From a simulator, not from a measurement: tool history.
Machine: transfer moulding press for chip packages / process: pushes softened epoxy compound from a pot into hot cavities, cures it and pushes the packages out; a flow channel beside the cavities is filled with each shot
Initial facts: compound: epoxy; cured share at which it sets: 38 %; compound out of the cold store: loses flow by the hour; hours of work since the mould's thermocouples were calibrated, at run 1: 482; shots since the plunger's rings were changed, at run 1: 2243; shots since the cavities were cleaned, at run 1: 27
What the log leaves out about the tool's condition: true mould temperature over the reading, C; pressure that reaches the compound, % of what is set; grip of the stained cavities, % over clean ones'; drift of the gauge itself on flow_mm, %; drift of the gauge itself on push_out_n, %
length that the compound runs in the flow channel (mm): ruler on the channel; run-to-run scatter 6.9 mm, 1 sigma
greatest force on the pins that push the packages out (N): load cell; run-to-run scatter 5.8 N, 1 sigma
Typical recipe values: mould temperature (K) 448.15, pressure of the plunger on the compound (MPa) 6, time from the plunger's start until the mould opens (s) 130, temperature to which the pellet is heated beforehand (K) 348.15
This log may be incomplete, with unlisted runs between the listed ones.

| run | hour | mould temperature (K) | pressure of the plunger on the compound (MPa) | time from the plunger's start until the mould opens (s) | temperature to which the pellet is heated beforehand (K) | hours of work since the mould's thermocouples were calibrated | shots since the plunger's rings were changed | shots since the cavities were cleaned | incoming compound's hours out of the cold store | length that the compound runs in the flow channel (mm) | greatest force on the pins that push the packages out (N) |
|---|---|---|---|---|---|---|---|---|---|---|---|
| 1 | 0 | 448.15 | 6 | 130 | 348.15 | 482 | 2243 | 27 | 21.2 | 898 | 228 |
| 2 | 55.3 | 448.15 | 6 | 130 | 348.15 | 513 | 2679 | 463 | 38.7 | 819 | 305 |
|  | 80.8 | cavities cleaned with cleaning compound and waxed |
|  | 101.6 | plunger's sealing rings changed |
| 3 | 111.5 | 448.15 | 4.64 | 130 | 348.15 | 543 | 78 | 222 | 45.5 | 744 | 373 |
| 4 | 155.7 | 448.15 | 6 | 130 | 348.15 | 569 | 427 | 571 | 42.1 | 835 | 341 |
|  | 170 | cavities cleaned with cleaning compound and waxed |
| 5 | 239.3 | 448.15 | 6 | 130 | 348.15 | 616 | 1075 | 547 | 46.5 | 819 | 326 |
|  | 254 | cavities cleaned with cleaning compound and waxed |
|  | 270.7 | cavities cleaned with cleaning compound and waxed, once more |
| 6 | 323.6 | 444.15 | 5.85 | 130 | 348.15 | 663 | 1717 | 418 | 47.7 | 802 | 399 |
|  | 352.4 | cavities cleaned with cleaning compound and waxed |
| 7 | 358.5 | 444.15 | 4.87 | 116 | 348.15 | 682 | 1981 | 48 | 33.7 | 783 | 386 |
| 8 | 411.8 | 454.15 | 5.01 | 130 | 341.15 | 713 | 2401 | 468 | 43.8 | 726 | 250 |
|  | 441.6 | cavities cleaned with cleaning compound and waxed |
| 9 | 462.4 | 453.15 | 5.01 | 136 | 349.15 | 741 | 2789 | 164 | 21.8 | 789 | 231 |
|  | 493.2 | plunger's sealing rings changed |
| 10 | 516.9 | 447.15 | 5.3 | 113 | 345.15 | 771 | 187 | 574 | 25.1 | 871 | 492 |

Measured result minus the same run's result without the hidden state. Both carry the same run-to-run variation, though not necessarily the same gauge scatter:
| run | length that the compound runs in the flow channel (mm) | greatest force on the pins that push the packages out (N) |
|---|---|---|
| 1 | -30 | +23 |
| 2 | -34 | +107 |
| 3 | -1 | +165 |
| 4 | -4 | +147 |
| 5 | -14 | +125 |
| 6 | -22 | +148 |
| 7 | -25 | +56 |
| 8 | -29 | +87 |
| 9 | -36 | +55 |
| 10 | +1 | +198 |
